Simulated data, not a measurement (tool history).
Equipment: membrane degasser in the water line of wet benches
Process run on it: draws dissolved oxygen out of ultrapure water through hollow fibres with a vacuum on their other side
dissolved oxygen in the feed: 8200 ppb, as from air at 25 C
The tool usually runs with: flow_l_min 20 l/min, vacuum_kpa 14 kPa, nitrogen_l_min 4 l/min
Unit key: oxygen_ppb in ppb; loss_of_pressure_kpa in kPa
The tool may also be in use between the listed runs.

run	day	flow_l_min	vacuum_kpa	nitrogen_l_min	oxygen_ppb	loss_of_pressure_kpa
1	0	20	14	4	171.6	34.06
2	2.817	21	14	4	185.9	35.73
3	4.896	21	14	4	182	35.22
4	7.725	21	14	4	182.4	35.67
5	9.925	21	14	4	183	35.69
6	12.267	21	14	4	182.7	35.92
7	13.712	14	14	4	107.2	24.01
8	15.796	20	14.7	4	179.7	34.14
9	18.092	20	14	4	171.4	34.32
10	19.596	20	24.8	4	296.6	34.1
11	22.333	20	24.8	4	292.7	34.64
12	24.858	20	24.8	4	295.4	34.38
13	26.671	20	24.8	4	295.5	34.53
14	28.925	20	24.8	4	298.5	34.54
15	30.7	14	17.3	4	134.7	23.78
16	32.3	14	17.3	4	134.4	24.26
17	33.725	18	11.6	4	120.9	31.27
18	35.904	20	23.7	4	283.6	34.6
19	37.204	20	23.7	4	281.9	34.75
20	38.696	20	14	7.32	115.8	34.76
21	40.192	16	26.5	2.79	337.1	27.77
22	42.212	16	26.5	2.79	335.8	27.61
23	43.508	32	23.6	10.94	274.6	55.19
24	44.788	32	23.6	10.94	277.5	55.93

Forecast run 25:
25	46.262	32	23.6	10.94	?	?

{"run 25": {"oxygen_ppb": 276, "loss_of_pressure_kpa": 55.56}}
With no hidden state in the tool, this same run would have given oxygen_ppb 275.7 ppb, loss_of_pressure_kpa 54.14 kPa.
